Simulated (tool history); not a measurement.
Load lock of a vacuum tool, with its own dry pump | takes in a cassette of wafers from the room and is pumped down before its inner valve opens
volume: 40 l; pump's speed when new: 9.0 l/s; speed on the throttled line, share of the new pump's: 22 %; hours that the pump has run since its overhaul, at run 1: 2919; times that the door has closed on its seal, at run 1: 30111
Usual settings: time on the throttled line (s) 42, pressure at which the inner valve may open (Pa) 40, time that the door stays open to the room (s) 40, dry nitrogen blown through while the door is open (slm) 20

run	hour	time on the throttled line (s)	pressure at which the inner valve may open (Pa)	time that the door stays open to the room (s)	dry nitrogen blown through while the door is open (slm)	hours that the pump has run since its overhaul	times that the door has closed on its seal	incoming humidity of the room's air, %	time from the closed door until the inner valve may open (s)	rise of the pressure with all valves shut (Pa/min)
1	0	42	40	40	20	2919	30111	43.9	68.6	0.075
2	168.2	42	40	40	20	3087	30742	45.9	68.4	0.083
3	321	42	40	40	20	3240	31316	46.2	68.3	0.088
4	460.5	42	40	228	20	3380	31839	41.9	68.8	0.132
5	580.6	42	40	228	20	3500	32290	47.5	68.5	0.143
6	676	42	57	40	20	3595	32647	48.2	67	0.085
7	825.9	42	57	40	20	3745	33210	46.2	67.2	0.09
8	996.6	42	57	40	20	3916	33850	44.7	66.8	0.092
9	1147.3	42	57	40	20	4066	34416	46.8	67.2	0.089
10	1297.3	42	57	40	20	4216	34979	46.3	67.5	0.095
11	1429.3	42	57	40	20	4348	35474	47.5	66.8	0.098
12	1542.6	42	57	40	20	4462	35899	47.3	66.9	0.101
13	1687.2	42	40	40	20	4606	36442	42.9	68.9	0.089
14	1801.7	42	40	40	20	4721	36871	45.4	69.3	0.095
15	1909.5	51	40	40	20	4829	37276	47.5	75.7	0.098
16	2039.9	51	40	40	20	4959	37765	44.4	75.6	0.102
17	2144.1	51	40	40	20	5063	38157	45.1	75.7	0.102
18	2262	42	54	40	20	5181	38599	47.2	67.3	0.106
19	2435	52	50	40	20	5354	39248	47.8	76	0.107
20	2616.4	21	37	40	18	5535	39929	45.8	52.8	0.11
21	2765.6	54	37	40	32	5685	40488	41.3	78.8	0.101
22	2926.1	54	38	40	6	5845	41091	43.6	78.7	0.126
23	3079.4	54	38	40	6	5998	41666	45.2	78.4	0.129
24	3215.6	21	36	40	20	6135	42177	42	53.6	0.114
25	3291.6	37	40	40	20	6211	42462	46.7	65	0.115
26	3446.2	51	40	40	10	6365	43043	43.2	75.6	0.124
27	3534.1	52	30	40	10	6453	43372	42.5	78.2	0.122
28	3662.1	38	40	28	12	6581	43852	43.4	66.2	0.124

The next listed run, before its measurement:
29	3745.6	26	42	58	20	6665	44166	47.8	?	?

Run 29 gave time from the closed door until the inner valve may open (s) 56.5, rise of the pressure with all valves shut (Pa/min) 0.133.
Without the tool's hidden state the same run would have given time from the closed door until the inner valve may open (s) 55.1, rise of the pressure with all valves shut (Pa/min) 0.037.
